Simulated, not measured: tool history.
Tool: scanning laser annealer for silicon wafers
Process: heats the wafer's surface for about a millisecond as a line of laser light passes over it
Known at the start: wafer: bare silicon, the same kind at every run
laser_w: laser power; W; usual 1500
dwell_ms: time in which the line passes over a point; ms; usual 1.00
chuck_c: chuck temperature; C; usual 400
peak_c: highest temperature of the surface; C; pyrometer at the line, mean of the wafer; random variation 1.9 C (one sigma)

run   hour  laser_w  dwell_ms  chuck_c  peak_c
  1    0.0     1500      1.00      400    1142
  2   18.1     1500      1.00      400    1143
  3   31.0     1500      1.00      400    1142
  4   42.1     1500      1.00      423    1165
  5   58.6     1500      1.00      423    1166
  6   76.7     1500      1.00      423    1163
  7   97.8     1500      1.00      423    1164
  8  112.3     1500      1.00      400    1138
  9  123.4     1500      1.00      400    1137
 10  142.4     1323      1.00      400    1059
 11  156.1     1323      1.00      400    1062
 12  176.5     1462      1.00      400    1123
 13  188.4     1500      1.00      400    1140
 14  205.7     1500      1.00      425    1161
 15  225.6     1500      0.71      400    1032
 16  237.8     1367      1.20      395    1131
 17  255.5     1367      1.20      395    1127
 18  273.2     1398      1.20      417    1164
 19  292.2     1644      1.13      393    1237
 20  306.3     1644      1.13      393    1238
 21  317.1     1644      1.13      393    1236
 22  331.9     1644      1.13      393    1237
 23  343.6     1315      1.13      393    1081
 24  353.1     1315      1.13      393    1078
 25  362.6     1500      0.70      424    1051
 26  375.0     1512      1.10      416    1190
 27  384.1     1512      1.10      416    1189
 28  405.6     1500      0.99      434    1165
 29  416.9     1500      0.99      434    1164

5 ways to go on from here, each from the tool as it stands after run 29. What would each give?
  A  435.9     1411      1.08      393       ?
  B  435.9     1500      0.94      416       ?
  C  435.9     1475      0.99      406       ?
  D  435.9     1388      1.22      387       ?
  E  435.9     1414      0.99      370       ?

run  peak_c
  A    1111
  B    1129
  C    1126
  D    1131
  E    1058
Without the tool's hidden state the same runs would have given:
run  peak_c
  A    1134
  B    1152
  C    1148
  D    1155
  E    1080

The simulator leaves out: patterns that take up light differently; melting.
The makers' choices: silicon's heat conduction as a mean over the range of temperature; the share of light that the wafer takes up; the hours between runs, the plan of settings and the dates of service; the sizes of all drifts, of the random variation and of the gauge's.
